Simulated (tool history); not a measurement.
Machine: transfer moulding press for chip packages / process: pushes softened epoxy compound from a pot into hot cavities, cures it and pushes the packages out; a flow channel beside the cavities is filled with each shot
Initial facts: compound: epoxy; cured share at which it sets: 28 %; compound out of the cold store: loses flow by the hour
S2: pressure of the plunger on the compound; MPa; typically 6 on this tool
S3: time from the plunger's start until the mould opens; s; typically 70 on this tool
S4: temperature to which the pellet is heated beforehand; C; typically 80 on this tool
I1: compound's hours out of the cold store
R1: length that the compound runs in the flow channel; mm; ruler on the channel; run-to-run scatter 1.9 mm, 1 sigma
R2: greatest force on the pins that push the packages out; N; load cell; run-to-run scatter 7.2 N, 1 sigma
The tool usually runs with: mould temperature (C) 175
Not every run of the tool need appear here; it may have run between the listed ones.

{"run": 1, "hour": 0.0, "mould temperature (C)": 175, "S2": 6, "S3": 70, "S4": 80, "I1": 12.8, "R1": 506, "R2": 406}
{"run": 2, "hour": 21.8, "mould temperature (C)": 175, "S2": 6, "S3": 70, "S4": 80, "I1": 37.5, "R1": 444, "R2": 446}
{"run": 3, "hour": 37.5, "mould temperature (C)": 175, "S2": 6, "S3": 70, "S4": 80, "I1": 13.1, "R1": 502, "R2": 473}
{"hour": 42.0, "done": "cavities cleaned with cleaning compound and waxed"}
{"run": 4, "hour": 60.5, "mould temperature (C)": 170, "S2": 6, "S3": 70, "S4": 80, "I1": 46.2, "R1": 428, "R2": 451}
{"run": 5, "hour": 75.9, "mould temperature (C)": 175, "S2": 6, "S3": 70, "S4": 80, "I1": 44.9, "R1": 421, "R2": 398}
{"hour": 80.1, "done": "plunger's sealing rings changed"}
{"run": 6, "hour": 98.5, "mould temperature (C)": 175, "S2": 6, "S3": 70, "S4": 80, "I1": 29.3, "R1": 489, "R2": 436}
{"hour": 112.5, "done": "cavities cleaned with cleaning compound and waxed"}
{"run": 7, "hour": 120.6, "mould temperature (C)": 175, "S2": 6, "S3": 70, "S4": 80, "I1": 14.8, "R1": 525, "R2": 321}
{"run": 8, "hour": 137.0, "mould temperature (C)": 175, "S2": 6, "S3": 106, "S4": 80, "I1": 14.9, "R1": 525, "R2": 329}
{"run": 9, "hour": 160.3, "mould temperature (C)": 175, "S2": 6, "S3": 106, "S4": 80, "I1": 21.9, "R1": 503, "R2": 372}
{"hour": 179.7, "done": "cavities cleaned with cleaning compound and waxed"}
{"run": 10, "hour": 180.7, "mould temperature (C)": 175, "S2": 6, "S3": 106, "S4": 88, "I1": 32.9, "R1": 475, "R2": 246}
{"run": 11, "hour": 205.0, "mould temperature (C)": 175, "S2": 6, "S3": 106, "S4": 88, "I1": 24.3, "R1": 495, "R2": 327}
{"hour": 208.9, "done": "mould's thermocouples calibrated"}
{"run": 12, "hour": 220.5, "mould temperature (C)": 175, "S2": 6, "S3": 70, "S4": 80, "I1": 24.7, "R1": 494, "R2": 408}
{"run": 13, "hour": 239.9, "mould temperature (C)": 175, "S2": 6.9, "S3": 70, "S4": 80, "I1": 8.5, "R1": 575, "R2": 449}

For run 14, what comes out?
{"hour": 249.7, "done": "cavities cleaned with cleaning compound and waxed"}
{"hour": 262.5, "done": "mould's thermocouples calibrated, once more"}
{"run": 14, "hour": 268.4, "mould temperature (C)": 175, "S2": 6.9, "S3": 70, "S4": 80, "I1": 46.6, "R1": "?", "R2": "?"}

R1: 474 mm
R2: 344 N
The same run, on a tool lacking any hidden state, would have yielded R1 487 mm, R2 287 N.

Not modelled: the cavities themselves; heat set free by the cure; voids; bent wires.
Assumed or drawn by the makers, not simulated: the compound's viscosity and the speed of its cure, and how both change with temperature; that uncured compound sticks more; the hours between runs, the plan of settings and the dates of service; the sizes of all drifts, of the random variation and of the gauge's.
